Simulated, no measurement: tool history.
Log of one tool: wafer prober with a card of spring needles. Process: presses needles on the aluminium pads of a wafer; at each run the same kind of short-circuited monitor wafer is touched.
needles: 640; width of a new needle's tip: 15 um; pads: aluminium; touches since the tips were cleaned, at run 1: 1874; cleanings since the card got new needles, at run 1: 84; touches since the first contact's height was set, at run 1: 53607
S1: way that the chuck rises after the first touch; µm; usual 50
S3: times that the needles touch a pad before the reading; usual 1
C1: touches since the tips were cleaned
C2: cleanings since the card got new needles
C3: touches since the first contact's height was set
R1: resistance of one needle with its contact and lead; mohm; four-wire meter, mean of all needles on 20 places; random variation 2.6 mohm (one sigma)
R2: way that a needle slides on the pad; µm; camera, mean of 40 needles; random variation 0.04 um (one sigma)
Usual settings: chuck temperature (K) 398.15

{"run": 1, "hour": 0.0, "S1": 50, "chuck temperature (K)": 398.15, "S3": 1, "C1": 1874, "C2": 84, "C3": 53607, "R1": 298, "R2": 9.5}
{"hour": 8.9, "done": "tips cleaned on abrasive film"}
{"hour": 30.1, "done": "tips cleaned on abrasive film"}
{"run": 2, "hour": 30.3, "S1": 33, "chuck temperature (K)": 398.15, "S3": 1, "C1": 20, "C2": 86, "C3": 58094, "R1": 323, "R2": 6.22}
{"hour": 49.9, "done": "tips cleaned on abrasive film"}
{"run": 3, "hour": 64.8, "S1": 33, "chuck temperature (K)": 398.15, "S3": 1, "C1": 2228, "C2": 87, "C3": 63241, "R1": 317, "R2": 6.24}
{"hour": 71.5, "done": "tips cleaned on abrasive film"}
{"hour": 91.8, "done": "tips cleaned on abrasive film"}
{"run": 4, "hour": 110.3, "S1": 33, "chuck temperature (K)": 398.15, "S3": 1, "C1": 2760, "C2": 89, "C3": 69989, "R1": 313, "R2": 6.27}
{"hour": 115.1, "done": "tips cleaned on abrasive film"}
{"hour": 137.7, "done": "tips cleaned on abrasive film"}
{"hour": 159.3, "done": "tips cleaned on abrasive film"}
{"run": 5, "hour": 159.3, "S1": 50, "chuck temperature (K)": 398.15, "S3": 1, "C1": 0, "C2": 92, "C3": 77271, "R1": 301, "R2": 9.49}
{"hour": 179.9, "done": "tips cleaned on abrasive film"}
{"run": 6, "hour": 195.2, "S1": 50, "chuck temperature (K)": 398.15, "S3": 1, "C1": 2285, "C2": 93, "C3": 82614, "R1": 300, "R2": 9.57}
{"hour": 200.2, "done": "tips cleaned on abrasive film"}
{"hour": 221.4, "done": "tips cleaned on abrasive film"}
{"hour": 242.5, "done": "tips cleaned on abrasive film"}
{"run": 7, "hour": 245.8, "S1": 50, "chuck temperature (K)": 398.15, "S3": 3, "C1": 499, "C2": 96, "C3": 90115, "R1": 294, "R2": 9.36}
{"hour": 265.3, "done": "tips cleaned on abrasive film"}
{"hour": 286.6, "done": "tips cleaned on abrasive film"}
{"hour": 307.1, "done": "tips cleaned on abrasive film"}
{"run": 8, "hour": 307.1, "S1": 41, "chuck temperature (K)": 398.15, "S3": 1, "C1": 0, "C2": 99, "C3": 99219, "R1": 306, "R2": 7.78}
{"hour": 328.1, "done": "tips cleaned on abrasive film"}
{"hour": 351.0, "done": "tips cleaned on abrasive film"}
{"run": 9, "hour": 351.0, "S1": 48, "chuck temperature (K)": 364.15, "S3": 1, "C1": 0, "C2": 101, "C3": 105744, "R1": 288, "R2": 9.13}
{"hour": 374.7, "done": "tips cleaned on abrasive film"}
{"run": 10, "hour": 391.0, "S1": 31, "chuck temperature (K)": 334.15, "S3": 2, "C1": 2440, "C2": 102, "C3": 111702, "R1": 294, "R2": 5.92}
{"hour": 395.6, "done": "tips cleaned on abrasive film"}
{"hour": 418.2, "done": "tips cleaned on abrasive film"}
{"hour": 428.3, "done": "height of the first contact set anew"}
{"run": 11, "hour": 428.5, "S1": 31, "chuck temperature (K)": 334.15, "S3": 2, "C1": 1481, "C2": 104, "C3": 24, "R1": 299, "R2": 5.91}
{"hour": 438.5, "done": "tips cleaned on abrasive film"}
{"hour": 462.4, "done": "tips cleaned on abrasive film"}
{"run": 12, "hour": 477.9, "S1": 61, "chuck temperature (K)": 398.15, "S3": 2, "C1": 2318, "C2": 106, "C3": 7371, "R1": 291, "R2": 11.57}
{"hour": 484.7, "done": "tips cleaned on abrasive film"}
{"hour": 506.3, "done": "tips cleaned on abrasive film"}
{"run": 13, "hour": 522.8, "S1": 60, "chuck temperature (K)": 371.15, "S3": 2, "C1": 2466, "C2": 108, "C3": 14047, "R1": 290, "R2": 11.44}
{"hour": 527.4, "done": "tips cleaned on abrasive film"}
{"hour": 550.3, "done": "tips cleaned on abrasive film"}
{"hour": 574.4, "done": "tips cleaned on abrasive film"}
{"run": 14, "hour": 584.7, "S1": 60, "chuck temperature (K)": 371.15, "S3": 2, "C1": 1536, "C2": 111, "C3": 23239, "R1": 286, "R2": 11.37}
{"hour": 594.1, "done": "tips cleaned on abrasive film"}
{"hour": 614.4, "done": "tips cleaned on abrasive film"}
{"run": 15, "hour": 632.8, "S1": 38, "chuck temperature (K)": 371.15, "S3": 1, "C1": 2735, "C2": 113, "C3": 30384, "R1": 302, "R2": 7.23}

4 ways to go on from here, each from the tool as it stands after run 15. What would each give?
{"hour": 637.7, "done": "tips cleaned on abrasive film"}
{"hour": 662.0, "done": "tips cleaned on abrasive film"}
{"hour": 682.8, "done": "tips cleaned on abrasive film"}
{"run": "A", "hour": 686.5, "S1": 46, "chuck temperature (K)": 387.15, "S3": 2, "C1": 561, "C2": 116, "C3": 38366, "R1": "?", "R2": "?"}
{"hour": 637.7, "done": "tips cleaned on abrasive film"}
{"hour": 662.0, "done": "tips cleaned on abrasive film"}
{"hour": 682.8, "done": "tips cleaned on abrasive film"}
{"run": "B", "hour": 686.5, "S1": 38, "chuck temperature (K)": 312.15, "S3": 1, "C1": 561, "C2": 116, "C3": 38366, "R1": "?", "R2": "?"}
{"hour": 637.7, "done": "tips cleaned on abrasive film"}
{"hour": 662.0, "done": "tips cleaned on abrasive film"}
{"hour": 682.8, "done": "tips cleaned on abrasive film"}
{"run": "C", "hour": 686.5, "S1": 38, "chuck temperature (K)": 371.15, "S3": 2, "C1": 561, "C2": 116, "C3": 38366, "R1": "?", "R2": "?"}
{"hour": 637.7, "done": "tips cleaned on abrasive film"}
{"hour": 662.0, "done": "tips cleaned on abrasive film"}
{"hour": 682.8, "done": "tips cleaned on abrasive film"}
{"run": "D", "hour": 686.5, "S1": 50, "chuck temperature (K)": 344.15, "S3": 3, "C1": 561, "C2": 116, "C3": 38366, "R1": "?", "R2": "?"}

run=A R1=301 R2=8.67
run=B R1=281 R2=7.22
run=C R1=296 R2=7.2
run=D R1=283 R2=9.51
Without the tool's hidden state the same runs would have given:
run=A R1=301 R2=8.67
run=B R1=281 R2=7.22
run=C R1=296 R2=7.2
run=D R1=283 R2=9.51
